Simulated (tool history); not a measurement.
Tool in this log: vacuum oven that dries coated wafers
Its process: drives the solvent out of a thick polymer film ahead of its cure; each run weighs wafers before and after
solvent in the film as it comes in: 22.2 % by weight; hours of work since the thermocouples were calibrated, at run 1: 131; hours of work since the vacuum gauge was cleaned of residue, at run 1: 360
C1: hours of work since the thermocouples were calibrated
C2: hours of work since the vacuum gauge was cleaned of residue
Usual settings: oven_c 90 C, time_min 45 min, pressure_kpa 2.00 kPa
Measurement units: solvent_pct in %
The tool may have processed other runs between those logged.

run 1 hour=0.0 | oven_c=90 time_min=45 pressure_kpa=2.00 | C1=131 C2=360 | solvent_pct=4.65
run 2 hour=6.8 | oven_c=90 time_min=45 pressure_kpa=2.00 | C1=135 C2=364 | solvent_pct=4.78
run 3 hour=15.9 | oven_c=90 time_min=45 pressure_kpa=2.00 | C1=141 C2=369 | solvent_pct=4.57
run 4 hour=29.9 | oven_c=90 time_min=45 pressure_kpa=1.22 | C1=149 C2=378 | solvent_pct=4.35
run 5 hour=40.7 | oven_c=90 time_min=45 pressure_kpa=1.22 | C1=156 C2=384 | solvent_pct=4.40
run 6 hour=47.6 | oven_c=90 time_min=61 pressure_kpa=2.00 | C1=160 C2=388 | solvent_pct=3.10
run 7 hour=59.8 | oven_c=90 time_min=45 pressure_kpa=2.00 | C1=168 C2=396 | solvent_pct=4.67
run 8 hour=67.7 | oven_c=90 time_min=45 pressure_kpa=2.00 | C1=172 C2=401 | solvent_pct=4.67
run 9 hour=73.9 | oven_c=90 time_min=45 pressure_kpa=2.00 | C1=176 C2=404 | solvent_pct=4.66
run 10 hour=84.3 | oven_c=90 time_min=45 pressure_kpa=2.00 | C1=182 C2=411 | solvent_pct=4.56
run 11 hour=98.4 | oven_c=90 time_min=45 pressure_kpa=2.00 | C1=191 C2=419 | solvent_pct=4.61
run 12 hour=110.0 | oven_c=82 time_min=26 pressure_kpa=1.43 | C1=198 C2=426 | solvent_pct=11.23
run 13 hour=123.9 | oven_c=103 time_min=50 pressure_kpa=1.43 | C1=207 C2=435 | solvent_pct=0.71
run 14 hour=135.0 | oven_c=98 time_min=24 pressure_kpa=4.43 | C1=213 C2=441 | solvent_pct=5.59
run 15 hour=145.9 | oven_c=88 time_min=43 pressure_kpa=1.17 | C1=220 C2=448 | solvent_pct=5.52
run 16 hour=159.1 | oven_c=80 time_min=43 pressure_kpa=1.17 | C1=228 C2=456 | solvent_pct=9.31
run 17 hour=166.9 | oven_c=80 time_min=33 pressure_kpa=4.04 | C1=233 C2=461 | solvent_pct=11.58
run 18 hour=181.0 | oven_c=89 time_min=45 pressure_kpa=1.09 | C1=241 C2=469 | solvent_pct=4.81
run 19 hour=193.5 | oven_c=89 time_min=45 pressure_kpa=1.09 | C1=249 C2=477 | solvent_pct=4.85
run 20 hour=199.7 | oven_c=95 time_min=45 pressure_kpa=2.82 | C1=253 C2=481 | solvent_pct=3.00
run 21 hour=210.3 | oven_c=83 time_min=24 pressure_kpa=1.72 | C1=259 C2=487 | solvent_pct=11.42
run 22 hour=224.9 | oven_c=83 time_min=24 pressure_kpa=1.72 | C1=268 C2=496 | solvent_pct=11.32

4 options for the next run, each taken on its own from the tool as it stands now. Forecast them:
run A hour=234.1 | oven_c=79 time_min=62 pressure_kpa=2.00 | C1=273 C2=502 | solvent_pct=?
run B hour=234.1 | oven_c=83 time_min=24 pressure_kpa=2.12 | C1=273 C2=502 | solvent_pct=?
run C hour=234.1 | oven_c=96 time_min=45 pressure_kpa=1.18 | C1=273 C2=502 | solvent_pct=?
run D hour=234.1 | oven_c=91 time_min=80 pressure_kpa=2.00 | C1=273 C2=502 | solvent_pct=?

run=A solvent_pct=7.91
run=B solvent_pct=11.70
run=C solvent_pct=2.23
run=D solvent_pct=1.87
Without the tool's unlogged condition, the same runs would have read:
run=A solvent_pct=7.89
run=B solvent_pct=11.68
run=C solvent_pct=2.22
run=D solvent_pct=1.86

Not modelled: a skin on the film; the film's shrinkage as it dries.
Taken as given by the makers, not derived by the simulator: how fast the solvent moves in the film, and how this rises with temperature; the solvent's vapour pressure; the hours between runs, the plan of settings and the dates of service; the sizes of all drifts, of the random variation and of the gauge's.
